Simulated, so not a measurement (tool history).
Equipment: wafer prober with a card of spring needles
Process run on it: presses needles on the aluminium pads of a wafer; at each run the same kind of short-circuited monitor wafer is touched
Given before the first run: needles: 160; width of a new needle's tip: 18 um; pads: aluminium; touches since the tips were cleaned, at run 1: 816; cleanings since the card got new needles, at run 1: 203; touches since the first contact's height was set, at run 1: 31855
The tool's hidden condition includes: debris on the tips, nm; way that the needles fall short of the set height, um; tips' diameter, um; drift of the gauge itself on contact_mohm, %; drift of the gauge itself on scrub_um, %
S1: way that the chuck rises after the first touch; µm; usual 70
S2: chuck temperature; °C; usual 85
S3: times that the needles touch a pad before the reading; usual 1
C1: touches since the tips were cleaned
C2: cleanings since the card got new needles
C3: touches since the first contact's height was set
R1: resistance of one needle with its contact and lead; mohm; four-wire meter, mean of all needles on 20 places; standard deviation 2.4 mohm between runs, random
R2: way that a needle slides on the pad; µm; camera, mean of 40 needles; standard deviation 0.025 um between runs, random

| run | hour | S1 | S2 | S3 | C1 | C2 | C3 | R1 | R2 |
|---|---|---|---|---|---|---|---|---|---|
| 1 | 0.0 | 70 | 85 | 1 | 816 | 203 | 31855 | 277 | 11.78 |
|  | 10.4 | tips cleaned on abrasive film |
|  | 20.8 | tips cleaned on abrasive film |
|  | 33.8 | tips cleaned on abrasive film |
| 2 | 35.4 | 70 | 85 | 1 | 817 | 206 | 50216 | 274 | 11.79 |
|  | 45.8 | tips cleaned on abrasive film |
|  | 56.2 | tips cleaned on abrasive film |
|  | 66.6 | tips cleaned on abrasive film |
|  | 77.1 | tips cleaned on abrasive film |
|  | 88.2 | tips cleaned on abrasive film |
| 3 | 88.2 | 70 | 85 | 2 | 0 | 211 | 77603 | 276 | 11.71 |
|  | 98.7 | tips cleaned on abrasive film |
|  | 109.1 | tips cleaned on abrasive film |
|  | 119.5 | tips cleaned on abrasive film |
|  | 132.4 | tips cleaned on abrasive film |
| 4 | 135.1 | 76 | 85 | 1 | 1456 | 215 | 101937 | 275 | 12.83 |
|  | 143.0 | tips cleaned on abrasive film |
|  | 153.4 | tips cleaned on abrasive film |
|  | 156.3 | height of the first contact set anew |
|  | 164.1 | tips cleaned on abrasive film |
|  | 174.5 | tips cleaned on abrasive film |
| 5 | 175.3 | 76 | 85 | 1 | 408 | 219 | 9855 | 276 | 12.81 |
|  | 185.5 | tips cleaned on abrasive film |
|  | 195.9 | tips cleaned on abrasive film |
| 6 | 204.1 | 76 | 85 | 1 | 4304 | 221 | 24820 | 278 | 12.72 |
|  | 206.8 | tips cleaned on abrasive film |
|  | 219.8 | tips cleaned on abrasive film |
|  | 230.2 | tips cleaned on abrasive film |
|  | 240.6 | tips cleaned on abrasive film |
| 7 | 240.8 | 76 | 85 | 2 | 82 | 225 | 43793 | 274 | 12.77 |
|  | 251.2 | tips cleaned on abrasive film |
|  | 261.6 | tips cleaned on abrasive film |
|  | 274.5 | tips cleaned on abrasive film |
|  | 284.9 | tips cleaned on abrasive film |
| 8 | 289.3 | 76 | 85 | 2 | 2276 | 229 | 68976 | 273 | 12.84 |
|  | 297.1 | tips cleaned on abrasive film |
|  | 307.6 | tips cleaned on abrasive film |
|  | 320.3 | tips cleaned on abrasive film |
|  | 330.7 | tips cleaned on abrasive film |
|  | 341.1 | tips cleaned on abrasive film |
| 9 | 345.3 | 76 | 85 | 2 | 2217 | 234 | 98036 | 271 | 12.87 |
|  | 353.1 | tips cleaned on abrasive film |
|  | 363.6 | tips cleaned on abrasive film |
|  | 374.0 | tips cleaned on abrasive film |
|  | 374.3 | height of the first contact set anew |
| 10 | 374.7 | 70 | 85 | 1 | 242 | 237 | 242 | 274 | 11.81 |
|  | 385.1 | tips cleaned on abrasive film |
|  | 395.5 | tips cleaned on abrasive film |
|  | 405.9 | tips cleaned on abrasive film |
| 11 | 412.2 | 70 | 85 | 1 | 3263 | 240 | 19660 | 280 | 11.79 |
|  | 417.2 | tips cleaned on abrasive film |
|  | 430.2 | tips cleaned on abrasive film |
|  | 440.6 | tips cleaned on abrasive film |
|  | 451.0 | tips cleaned on abrasive film |
| 12 | 451.3 | 70 | 32 | 1 | 151 | 244 | 39928 | 260 | 11.80 |
|  | 461.7 | tips cleaned on abrasive film |
|  | 474.6 | tips cleaned on abrasive film |
|  | 486.7 | tips cleaned on abrasive film |
| 13 | 486.7 | 70 | 85 | 1 | 0 | 247 | 58293 | 275 | 11.87 |
|  | 499.6 | tips cleaned on abrasive film |
|  | 512.6 | tips cleaned on abrasive film |
| 14 | 522.8 | 75 | 76 | 1 | 5361 | 249 | 77086 | 277 | 12.69 |
|  | 525.5 | tips cleaned on abrasive film |
|  | 535.9 | tips cleaned on abrasive film |
|  | 548.7 | tips cleaned on abrasive film |
| 15 | 549.3 | 70 | 33 | 2 | 335 | 252 | 90805 | 267 | 11.85 |
|  | 559.7 | tips cleaned on abrasive film |
|  | 572.4 | tips cleaned on abrasive film |
|  | 582.9 | tips cleaned on abrasive film |
| 16 | 586.5 | 70 | 33 | 2 | 1914 | 255 | 110106 | 260 | 11.81 |
|  | 592.0 | height of the first contact set anew |
|  | 594.7 | tips cleaned on abrasive film |
|  | 607.6 | tips cleaned on abrasive film |
|  | 620.6 | tips cleaned on abrasive film |
|  | 631.0 | tips cleaned on abrasive film |
| 17 | 634.4 | 68 | 33 | 3 | 1751 | 259 | 21968 | 260 | 11.52 |
|  | 642.2 | tips cleaned on abrasive film |
|  | 655.1 | tips cleaned on abrasive film |
|  | 665.6 | tips cleaned on abrasive film |
| 18 | 674.1 | 68 | 33 | 3 | 4443 | 262 | 42579 | 262 | 11.53 |
|  | 676.7 | tips cleaned on abrasive film |
|  | 687.1 | tips cleaned on abrasive film |
|  | 697.6 | tips cleaned on abrasive film |
| 19 | 702.9 | 61 | 96 | 1 | 2805 | 265 | 57527 | 279 | 10.34 |
|  | 708.0 | tips cleaned on abrasive film |
|  | 718.4 | tips cleaned on abrasive film |
|  | 731.1 | tips cleaned on abrasive film |
|  | 744.0 | tips cleaned on abrasive film |
| 20 | 748.8 | 55 | 39 | 1 | 2470 | 269 | 81307 | 265 | 9.30 |
|  | 756.6 | tips cleaned on abrasive film |
|  | 767.0 | tips cleaned on abrasive film |
| 21 | 773.8 | 90 | 35 | 1 | 3589 | 271 | 94318 | 262 | 15.30 |
|  | 778.9 | tips cleaned on abrasive film |
|  | 789.3 | tips cleaned on abrasive film |
|  | 799.7 | tips cleaned on abrasive film |
|  | 810.1 | tips cleaned on abrasive film |
|  | 810.4 | height of the first contact set anew |
| 22 | 819.6 | 67 | 63 | 1 | 4821 | 275 | 4821 | 272 | 11.35 |
|  | 822.3 | tips cleaned on abrasive film |
|  | 832.7 | tips cleaned on abrasive film |
|  | 845.7 | tips cleaned on abrasive film |
| 23 | 848.8 | 56 | 57 | 2 | 1612 | 278 | 19928 | 267 | 9.57 |
|  | 856.6 | tips cleaned on abrasive film |
|  | 869.1 | tips cleaned on abrasive film |
|  | 879.5 | tips cleaned on abrasive film |
|  | 892.3 | tips cleaned on abrasive film |
| 24 | 902.5 | 56 | 57 | 2 | 5348 | 282 | 47819 | 268 | 9.51 |
|  | 905.2 | tips cleaned on abrasive film |
|  | 918.2 | tips cleaned on abrasive film |
|  | 928.6 | tips cleaned on abrasive film |
| 25 | 930.2 | 56 | 57 | 2 | 830 | 285 | 62144 | 269 | 9.51 |

Entry by entry between the runs, the difference in hidden state between the last listed run before and the first listed run after:
In the gap between runs 1 and 2: tips cleaned on abrasive film (hour 10.4); tips cleaned on abrasive film (hour 20.8); tips cleaned on abrasive film (hour 33.8)
  way that the needles fall short of the set height, um: 0 -> 0.01; drift of the gauge itself on scrub_um, %: 0 -> 0.06
  what was measured, less what the result would be without the hidden state, R2: +0.00 -> +0.00 µm
In the gap between runs 2 and 3: tips cleaned on abrasive film (hour 45.8); tips cleaned on abrasive film (hour 56.2); tips cleaned on abrasive film (hour 66.6); tips cleaned on abrasive film (hour 77.1); tips cleaned on abrasive film (hour 88.2)
  debris on the tips, nm: 0.3 -> 0.1; drift of the gauge itself on scrub_um, %: 0.06 -> 0.14
  what was measured, less what the result would be without the hidden state, R2: +0.00 -> +0.01 µm
In the gap between runs 3 and 4: tips cleaned on abrasive film (hour 98.7); tips cleaned on abrasive film (hour 109.1); tips cleaned on abrasive film (hour 119.5); tips cleaned on abrasive film (hour 132.4)
  debris on the tips, nm: 0.1 -> 0.4; drift of the gauge itself on scrub_um, %: 0.14 -> 0.21
  what was measured, less what the result would be without the hidden state, R2: +0.01 -> +0.03 µm
In the gap between runs 4 and 5: tips cleaned on abrasive film (hour 143.0); tips cleaned on abrasive film (hour 153.4); height of the first contact set anew (hour 156.3); tips cleaned on abrasive film (hour 164.1); tips cleaned on abrasive film (hour 174.5)
  debris on the tips, nm: 0.4 -> 0.2; way that the needles fall short of the set height, um: 0.01 -> 0; drift of the gauge itself on scrub_um, %: 0.21 -> 0.28
  what was measured, less what the result would be without the hidden state, R2: +0.03 -> +0.03 µm
In the gap between runs 5 and 6: tips cleaned on abrasive film (hour 185.5); tips cleaned on abrasive film (hour 195.9)
  debris on the tips, nm: 0.2 -> 0.7; drift of the gauge itself on scrub_um, %: 0.28 -> 0.32
  what was measured, less what the result would be without the hidden state, R2: +0.03 -> +0.04 µm
In the gap between runs 6 and 7: tips cleaned on abrasive film (hour 206.8); tips cleaned on abrasive film (hour 219.8); tips cleaned on abrasive film (hour 230.2); tips cleaned on abrasive film (hour 240.6)
  debris on the tips, nm: 0.7 -> 0.1; way that the needles fall short of the set height, um: 0 -> 0.01; drift of the gauge itself on scrub_um, %: 0.32 -> 0.38
  what was measured, less what the result would be without the hidden state, R2: +0.04 -> +0.05 µm
In the gap between runs 7 and 8: tips cleaned on abrasive film (hour 251.2); tips cleaned on abrasive film (hour 261.6); tips cleaned on abrasive film (hour 274.5); tips cleaned on abrasive film (hour 284.9)
  debris on the tips, nm: 0.1 -> 0.5; drift of the gauge itself on scrub_um, %: 0.38 -> 0.46
  what was measured, less what the result would be without the hidden state, R2: +0.05 -> +0.06 µm
In the gap between runs 8 and 9: tips cleaned on abrasive film (hour 297.1); tips cleaned on abrasive film (hour 307.6); tips cleaned on abrasive film (hour 320.3); tips cleaned on abrasive film (hour 330.7); tips cleaned on abrasive film (hour 341.1)
  drift of the gauge itself on scrub_um, %: 0.46 -> 0.55
  what was measured, less what the result would be without the hidden state, R2: +0.06 -> +0.07 µm
In the gap between runs 9 and 10: tips cleaned on abrasive film (hour 353.1); tips cleaned on abrasive film (hour 363.6); tips cleaned on abrasive film (hour 374.0); height of the first contact set anew (hour 374.3)
  debris on the tips, nm: 0.5 -> 0.1; way that the needles fall short of the set height, um: 0.01 -> 0; tips' diameter, um: 18.05 -> 18.06; drift of the gauge itself on scrub_um, %: 0.55 -> 0.59
  what was measured, less what the result would be without the hidden state, R2: +0.07 -> +0.07 µm
In the gap between runs 10 and 11: tips cleaned on abrasive film (hour 385.1); tips cleaned on abrasive film (hour 395.5); tips cleaned on abrasive film (hour 405.9)
  debris on the tips, nm: 0.1 -> 0.7; drift of the gauge itself on scrub_um, %: 0.59 -> 0.65
  what was measured, less what the result would be without the hidden state, R2: +0.07 -> +0.08 µm
In the gap between runs 11 and 12: tips cleaned on abrasive film (hour 417.2); tips cleaned on abrasive film (hour 430.2); tips cleaned on abrasive film (hour 440.6); tips cleaned on abrasive film (hour 451.0)
  debris on the tips, nm: 0.7 -> 0.1; drift of the gauge itself on scrub_um, %: 0.65 -> 0.71
  what was measured, less what the result would be without the hidden state, R2: +0.08 -> +0.08 µm
In the gap between runs 12 and 13: tips cleaned on abrasive film (hour 461.7); tips cleaned on abrasive film (hour 474.6); tips cleaned on abrasive film (hour 486.7)
  way that the needles fall short of the set height, um: 0 -> 0.01; drift of the gauge itself on scrub_um, %: 0.71 -> 0.77
  what was measured, less what the result would be without the hidden state, R2: +0.08 -> +0.09 µm
In the gap between runs 13 and 14: tips cleaned on abrasive film (hour 499.6); tips cleaned on abrasive film (hour 512.6)
  debris on the tips, nm: 0.1 -> 0.8; drift of the gauge itself on scrub_um, %: 0.77 -> 0.83
  what was measured, less what the result would be without the hidden state, R2: +0.09 -> +0.11 µm
In the gap between runs 14 and 15: tips cleaned on abrasive film (hour 525.5); tips cleaned on abrasive film (hour 535.9); tips cleaned on abrasive film (hour 548.7)
  debris on the tips, nm: 0.8 -> 0.2; drift of the gauge itself on scrub_um, %: 0.83 -> 0.87
  what was measured, less what the result would be without the hidden state, R2: +0.11 -> +0.10 µm
In the gap between runs 15 and 16: tips cleaned on abrasive film (hour 559.7); tips cleaned on abrasive film (hour 572.4); tips cleaned on abrasive film (hour 582.9)
  debris on the tips, nm: 0.2 -> 0.4; drift of the gauge itself on scrub_um, %: 0.87 -> 0.93
  what was measured, less what the result would be without the hidden state, R2: +0.10 -> +0.11 µm
In the gap between runs 16 and 17: height of the first contact set anew (hour 592.0); tips cleaned on abrasive film (hour 594.7); tips cleaned on abrasive film (hour 607.6); tips cleaned on abrasive film (hour 620.6); tips cleaned on abrasive film (hour 631.0)
  way that the needles fall short of the set height, um: 0.01 -> 0; drift of the gauge itself on scrub_um, %: 0.93 -> 1
  what was measured, less what the result would be without the hidden state, R2: +0.11 -> +0.11 µm
In the gap between runs 17 and 18: tips cleaned on abrasive film (hour 642.2); tips cleaned on abrasive film (hour 655.1); tips cleaned on abrasive film (hour 665.6)
  debris on the tips, nm: 0.4 -> 0.8; drift of the gauge itself on scrub_um, %: 1 -> 1.07
  what was measured, less what the result would be without the hidden state, R2: +0.11 -> +0.12 µm
In the gap between runs 18 and 19: tips cleaned on abrasive film (hour 676.7); tips cleaned on abrasive film (hour 687.1); tips cleaned on abrasive film (hour 697.6)
  debris on the tips, nm: 0.8 -> 0.6; way that the needles fall short of the set height, um: 0 -> 0.01; drift of the gauge itself on scrub_um, %: 1.07 -> 1.11
  what was measured, less what the result would be without the hidden state, R2: +0.12 -> +0.11 µm
In the gap between runs 19 and 20: tips cleaned on abrasive film (hour 708.0); tips cleaned on abrasive film (hour 718.4); tips cleaned on abrasive film (hour 731.1); tips cleaned on abrasive film (hour 744.0)
  debris on the tips, nm: 0.6 -> 0.5; drift of the gauge itself on scrub_um, %: 1.11 -> 1.18
  what was measured, less what the result would be without the hidden state, R2: +0.11 -> +0.11 µm
In the gap between runs 20 and 21: tips cleaned on abrasive film (hour 756.6); tips cleaned on abrasive film (hour 767.0)
  debris on the tips, nm: 0.5 -> 0.7; drift of the gauge itself on scrub_um, %: 1.18 -> 1.22
  what was measured, less what the result would be without the hidden state, R2: +0.11 -> +0.19 µm
In the gap between runs 21 and 22: tips cleaned on abrasive film (hour 778.9); tips cleaned on abrasive film (hour 789.3); tips cleaned on abrasive film (hour 799.7); tips cleaned on abrasive film (hour 810.1); height of the first contact set anew (hour 810.4)
  debris on the tips, nm: 0.7 -> 0.8; way that the needles fall short of the set height, um: 0.01 -> 0; drift of the gauge itself on scrub_um, %: 1.22 -> 1.3
  what was measured, less what the result would be without the hidden state, R2: +0.19 -> +0.14 µm
In the gap between runs 22 and 23: tips cleaned on abrasive film (hour 822.3); tips cleaned on abrasive film (hour 832.7); tips cleaned on abrasive film (hour 845.7)
  debris on the tips, nm: 0.8 -> 0.4; drift of the gauge itself on scrub_um, %: 1.3 -> 1.34
  what was measured, less what the result would be without the hidden state, R2: +0.14 -> +0.13 µm
In the gap between runs 23 and 24: tips cleaned on abrasive film (hour 856.6); tips cleaned on abrasive film (hour 869.1); tips cleaned on abrasive film (hour 879.5); tips cleaned on abrasive film (hour 892.3)
  debris on the tips, nm: 0.4 -> 0.8; tips' diameter, um: 18.06 -> 18.07; drift of the gauge itself on scrub_um, %: 1.34 -> 1.43
  what was measured, less what the result would be without the hidden state, R2: +0.13 -> +0.14 µm
In the gap between runs 24 and 25: tips cleaned on abrasive film (hour 905.2); tips cleaned on abrasive film (hour 918.2); tips cleaned on abrasive film (hour 928.6)
  debris on the tips, nm: 0.8 -> 0.2; way that the needles fall short of the set height, um: 0 -> 0.01; drift of the gauge itself on scrub_um, %: 1.43 -> 1.47
  what was measured, less what the result would be without the hidden state, R2: +0.14 -> +0.13 µm
